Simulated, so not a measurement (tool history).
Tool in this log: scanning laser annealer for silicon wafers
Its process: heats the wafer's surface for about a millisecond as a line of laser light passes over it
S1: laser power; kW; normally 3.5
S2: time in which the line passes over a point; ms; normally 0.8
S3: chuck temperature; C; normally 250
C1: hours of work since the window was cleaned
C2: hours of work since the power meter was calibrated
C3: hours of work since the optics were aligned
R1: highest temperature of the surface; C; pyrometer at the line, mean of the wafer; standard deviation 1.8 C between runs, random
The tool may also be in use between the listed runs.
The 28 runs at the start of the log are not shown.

Run 29, day 15.396: usual settings but S2 0.764 ms; C1 223; C2 418; C3 495. Result: R1 1041 C.
Run 30, day 16.1: usual settings but S2 0.764 ms; C1 231; C2 427; C3 504. Result: R1 1043 C.
Run 31, day 16.421: usual settings but S1 3.611 kW, S2 0.87 ms, S3 220 C; C1 235; C2 431; C3 508. Result: R1 1111 C.
Run 32, day 16.796: usual settings but S2 0.719 ms, S3 232 C; C1 240; C2 435; C3 512. Result: R1 998 C.
Run 33, day 17.158: usual settings but S1 3.306 kW, S2 0.973 ms; C1 244; C2 440; C3 517. Result: R1 1100 C.
Run 34, day 17.912: usual settings but S1 3.005 kW, S2 0.571 ms, S3 261 C; C1 253; C2 449; C3 526. Result: R1 812 C.
Run 35, day 18.479: usual settings but S1 3.542 kW, S2 0.827 ms, S3 231 C; C1 260; C2 456; C3 533. Result: R1 1075 C.
Run 36, day 19.2: usual settings but S1 3.747 kW, S2 0.643 ms, S3 237 C; C1 269; C2 464; C3 541. Result: R1 1018 C.
Run 37, day 19.554: usual settings but S1 3.646 kW, S2 0.946 ms, S3 237 C; C1 273; C2 469; C3 546. Result: R1 1184 C.
Run 38, day 20.117: usual settings but S1 3.646 kW, S2 0.946 ms, S3 237 C; C1 280; C2 476; C3 553. Result: R1 1184 C.
Run 39, day 20.633: usual settings but S2 0.804 ms, S3 237 C; C1 286; C2 482; C3 559. Result: R1 1055 C.
Run 40, day 21.292: usual settings but S1 3.441 kW, S2 0.826 ms, S3 237 C; C1 294; C2 490; C3 567. Result: R1 1050 C.
Run 41, day 21.738: usual settings but S1 3.458 kW, S2 0.812 ms; C1 300; C2 495; C3 572. Result: R1 1059 C.

Each row is a separate what-if for the run after 41, all from the same tool condition, not one after another. Results?
Run A, day 22.217: usual settings but S1 3.016 kW, S3 286 C; C1 305; C2 501; C3 578. Result: R1 ?.
Run B, day 22.217: usual settings but S1 3.371 kW, S2 0.812 ms; C1 305; C2 501; C3 578. Result: R1 ?.
Run C, day 22.217: usual settings but S1 3.258 kW, S2 0.948 ms; C1 305; C2 501; C3 578. Result: R1 ?.

run    R1
  A   955
  B  1034
  C  1070
What these runs would have given with no unlogged condition in the tool:
run    R1
  A   955
  B  1034
  C  1070
